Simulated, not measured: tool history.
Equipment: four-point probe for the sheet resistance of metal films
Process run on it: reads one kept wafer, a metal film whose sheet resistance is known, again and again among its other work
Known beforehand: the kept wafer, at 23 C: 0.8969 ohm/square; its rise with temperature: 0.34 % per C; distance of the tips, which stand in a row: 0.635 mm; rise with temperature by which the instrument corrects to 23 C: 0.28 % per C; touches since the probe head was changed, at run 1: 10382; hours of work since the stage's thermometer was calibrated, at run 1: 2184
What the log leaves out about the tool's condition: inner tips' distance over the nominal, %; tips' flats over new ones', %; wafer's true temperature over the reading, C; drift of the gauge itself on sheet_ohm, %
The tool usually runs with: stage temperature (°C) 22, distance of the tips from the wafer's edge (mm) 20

| run | hour | stage temperature (°C) | distance of the tips from the wafer's edge (mm) | touches since the probe head was changed | hours of work since the stage's thermometer was calibrated | sheet resistance as the instrument gives it (ohm/square) |
|---|---|---|---|---|---|---|
| 1 | 0 | 22 | 20 | 10382 | 2184 | 0.891057 |
| 2 | 18.5 | 22 | 20 | 10744 | 2198 | 0.891162 |
| 3 | 40.4 | 22 | 14 | 11174 | 2216 | 0.891741 |
| 4 | 62.7 | 22 | 14 | 11611 | 2234 | 0.892043 |
| 5 | 82.6 | 22 | 14 | 12002 | 2250 | 0.891773 |
| 6 | 92.7 | 22 | 14 | 12199 | 2258 | 0.891489 |
| 7 | 102.5 | 22 | 14 | 12391 | 2265 | 0.892002 |
| 8 | 125.3 | 22 | 14 | 12838 | 2283 | 0.89149 |
| 9 | 135.6 | 22 | 14 | 13039 | 2292 | 0.891714 |
| 10 | 152.1 | 22 | 14 | 13363 | 2305 | 0.89197 |
| 11 | 162.8 | 22 | 20 | 13574 | 2313 | 0.8914 |
| 12 | 182.6 | 22 | 20 | 13961 | 2329 | 0.891348 |
| 13 | 195.4 | 22 | 20 | 14211 | 2339 | 0.891492 |
| 14 | 205.3 | 22 | 18 | 14405 | 2347 | 0.891866 |
| 15 | 222.3 | 22 | 18 | 14739 | 2361 | 0.891479 |
| 16 | 241.7 | 22 | 18 | 15119 | 2376 | 0.891679 |
| 17 | 262.6 | 22 | 20 | 15529 | 2393 | 0.891136 |
| 18 | 278.2 | 22 | 20 | 15834 | 2405 | 0.891364 |
| 19 | 289 | 22 | 20 | 16047 | 2414 | 0.891447 |
| 20 | 301.5 | 30 | 20 | 16292 | 2424 | 0.895637 |
| 21 | 318.1 | 22 | 9 | 16617 | 2437 | 0.893373 |
| 22 | 334 | 29 | 46 | 16927 | 2449 | 0.894848 |
| 23 | 348.4 | 34 | 5 | 17210 | 2461 | 0.904962 |
| 24 | 367.4 | 23 | 20 | 17582 | 2476 | 0.891974 |
| 25 | 386.8 | 23 | 20 | 17962 | 2491 | 0.891836 |
| 26 | 401.4 | 20 | 12 | 18249 | 2503 | 0.891507 |
| 27 | 414.2 | 20 | 12 | 18500 | 2513 | 0.891458 |
| 28 | 437.7 | 20 | 12 | 18961 | 2532 | 0.891363 |
| 29 | 456.7 | 20 | 12 | 19333 | 2547 | 0.891371 |
| 30 | 475.6 | 20 | 12 | 19703 | 2562 | 0.890872 |
| 31 | 493.8 | 34 | 4 | 20060 | 2577 | 0.909498 |
| 32 | 514.8 | 24 | 20 | 20472 | 2593 | 0.89275 |
| 33 | 534.5 | 22 | 16 | 20857 | 2609 | 0.891994 |
| 34 | 548.8 | 22 | 8 | 21138 | 2620 | 0.894025 |
|  | 555.5 | stage's thermometer calibrated |
| 35 | 560.9 | 29 | 12 | 21366 | 4 | 0.897897 |
| 36 | 574 | 23 | 20 | 21622 | 15 | 0.893774 |
| 37 | 591.6 | 23 | 20 | 21966 | 29 | 0.893556 |
| 38 | 605.8 | 22 | 25 | 22244 | 40 | 0.893298 |
| 39 | 625.2 | 27 | 20 | 22625 | 55 | 0.895907 |
| 40 | 639.9 | 25 | 8 | 22914 | 67 | 0.897575 |
| 41 | 662.7 | 32 | 16 | 23361 | 85 | 0.898943 |
| 42 | 678 | 26 | 7 | 23659 | 97 | 0.898928 |

For each entry between runs, how does the tool's hidden state at the last listed run before it compare with that at the first listed run after it?
In the gap between runs 34 and 35: stage's thermometer calibrated (hour 555.5)
  inner tips' distance over the nominal, %: -0.369 -> -0.368; tips' flats over new ones', %: 9 -> 10; wafer's true temperature over the reading, C: -0.56 -> 0
  difference, measured minus the result without the unlogged condition, sheet resistance as the instrument gives it (ohm/square): -0.005317 -> -0.003585
